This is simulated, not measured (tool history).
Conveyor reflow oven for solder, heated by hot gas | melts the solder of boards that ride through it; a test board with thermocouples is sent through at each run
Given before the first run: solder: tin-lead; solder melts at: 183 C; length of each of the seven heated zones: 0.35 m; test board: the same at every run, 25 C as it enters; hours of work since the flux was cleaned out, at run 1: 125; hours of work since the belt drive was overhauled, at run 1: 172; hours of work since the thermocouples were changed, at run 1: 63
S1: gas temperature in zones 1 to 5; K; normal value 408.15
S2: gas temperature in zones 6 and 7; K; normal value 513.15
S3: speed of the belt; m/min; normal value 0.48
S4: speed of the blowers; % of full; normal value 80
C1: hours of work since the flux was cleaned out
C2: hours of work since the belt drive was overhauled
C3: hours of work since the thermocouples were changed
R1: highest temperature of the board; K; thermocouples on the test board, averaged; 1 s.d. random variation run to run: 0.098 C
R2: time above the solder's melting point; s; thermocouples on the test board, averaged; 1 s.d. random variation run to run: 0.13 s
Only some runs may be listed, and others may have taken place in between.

Run 1, day 0: usual settings; C1 125; C2 172; C3 63. Result: R1 496.19 K, R2 69.4 s.
Run 2, day 0.3: usual settings but S1 404.15 K; C1 129; C2 177; C3 68. Result: R1 495.33 K, R2 67.4 s.
Run 3, day 0.929: usual settings but S1 404.15 K; C1 139; C2 186; C3 77. Result: R1 495.3 K, R2 67.2 s.
Run 4, day 1.504: usual settings but S4 76 % of full; C1 148; C2 195; C3 86. Result: R1 495.18 K, R2 68.6 s.
Run 5, day 2.15: usual settings but S4 76 % of full; C1 158; C2 205; C3 96. Result: R1 495.22 K, R2 68.6 s.
Run 6, day 2.546: usual settings; C1 164; C2 212; C3 103. Result: R1 495.97 K, R2 69.3 s.
Run 7, day 3.171: usual settings; C1 174; C2 221; C3 112. Result: R1 496.1 K, R2 69.2 s.
Run 8, day 3.617: usual settings; C1 181; C2 228; C3 119. Result: R1 495.86 K, R2 69.3 s.
Run 9, day 4.096: usual settings but S3 0.447 m/min; C1 189; C2 236; C3 127. Result: R1 498.28 K, R2 76.4 s.
Run 10, day 4.596: usual settings but S3 0.447 m/min; C1 197; C2 244; C3 135. Result: R1 498.26 K, R2 76.7 s.
Run 11, day 5.117: usual settings but S3 0.447 m/min; C1 205; C2 252; C3 143. Result: R1 498.34 K, R2 76.7 s.
Run 12, day 5.479: usual settings but S1 401.15 K, S3 0.481 m/min, S4 65 % of full; C1 210; C2 257; C3 148. Result: R1 491.17 K, R2 61.9 s.
Run 13, day 6.192: usual settings but S1 418.15 K, S3 0.482 m/min; C1 221; C2 269; C3 159. Result: R1 497.6 K, R2 74 s.
Run 14, day 6.875: usual settings but S1 418.15 K, S3 0.482 m/min; C1 232; C2 279; C3 170. Result: R1 497.37 K, R2 74.3 s.
Run 15, day 7.325: usual settings but S2 526.15 K, S3 0.502 m/min, S4 78 % of full; C1 239; C2 286; C3 177. Result: R1 504.83 K, R2 72 s.
Run 16, day 7.708: usual settings but S3 0.475 m/min, S4 85 % of full; C1 245; C2 292; C3 183. Result: R1 496.94 K, R2 71.4 s.
Run 17, day 8.071: usual settings but S3 0.475 m/min, S4 85 % of full; C1 251; C2 298; C3 189. Result: R1 496.94 K, R2 71 s.
Run 18, day 8.538: usual settings but S3 0.475 m/min, S4 85 % of full; C1 258; C2 305; C3 196. Result: R1 496.86 K, R2 70.7 s.
At day 8.804: flux residue cleaned out of gas plates and filters.
Run 19, day 9.288: usual settings but S1 421.15 K, S3 0.475 m/min, S4 86 % of full; C1 8; C2 314; C3 205. Result: R1 500.7 K, R2 79.3 s.
Run 20, day 9.933: usual settings but S1 421.15 K, S3 0.475 m/min, S4 86 % of full; C1 18; C2 324; C3 215. Result: R1 500.65 K, R2 79.1 s.
Run 21, day 10.412: usual settings but S3 0.578 m/min, S4 53 % of full; C1 25; C2 331; C3 222. Result: R1 482.3 K, R2 44.6 s.
Run 22, day 11.138: usual settings but S2 517.15 K, S3 0.578 m/min, S4 52 % of full; C1 36; C2 342; C3 233. Result: R1 485.24 K, R2 47.1 s.

Results for each run, recomputed without the tool's hidden state and with each run's random variation untouched:
Unlogged tool condition in this case: heat that the gas passes to the board, % of a clean oven's; belt's true speed, % of the reading; true gas temperature in zones 6 and 7 over the reading, C; drift of the gauge itself on peak_c, C; drift of the gauge itself on liquid_s, %.
run      R1    R2
  1  496.45  69.4
  2  495.63  67.4
  3  495.64  67.2
  4  495.51  68.6
  5  495.58  68.6
  6  496.36  69.3
  7  496.52  69.2
  8   496.3  69.3
  9  498.65  76.3
 10  498.64  76.6
 11  498.75  76.6
 12  491.71  62.1
 13  498.05  73.9
 14  497.85  74.2
 15  505.65  71.9
 16  497.58  71.4
 17   497.6  71.1
 18  497.54  70.8
 19  499.76  77.9
 20  499.73  77.8
 21  481.37  43.1
 22  484.35  45.8
